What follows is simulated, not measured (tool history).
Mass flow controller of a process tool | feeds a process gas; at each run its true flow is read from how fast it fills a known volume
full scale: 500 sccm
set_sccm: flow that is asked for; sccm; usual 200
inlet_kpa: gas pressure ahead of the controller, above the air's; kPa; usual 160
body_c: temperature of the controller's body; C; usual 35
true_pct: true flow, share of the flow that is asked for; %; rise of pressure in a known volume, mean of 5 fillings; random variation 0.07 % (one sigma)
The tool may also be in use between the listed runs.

run,day,set_sccm,inlet_kpa,body_c,true_pct
1,0.000,200,160,35,99.12
2,3.225,200,160,35,98.94
3,6.621,200,160,35,98.92
4,9.117,200,160,35,98.94
5,10.583,448,160,35,100.47
6,12.383,448,160,35,100.45
7,14.388,448,160,35,100.62
8,16.575,448,160,35,100.77
9,18.992,448,160,35,100.44
10,22.188,448,160,35,100.55
11,24.642,200,160,33,98.91
12,27.617,200,160,32,98.73

The next listed run, before its measurement:
13,29.433,489,160,29,?

Run 13 gave true_pct 100.57 %.
Without the tool's hidden state the same run would have given true_pct 100.57 %.
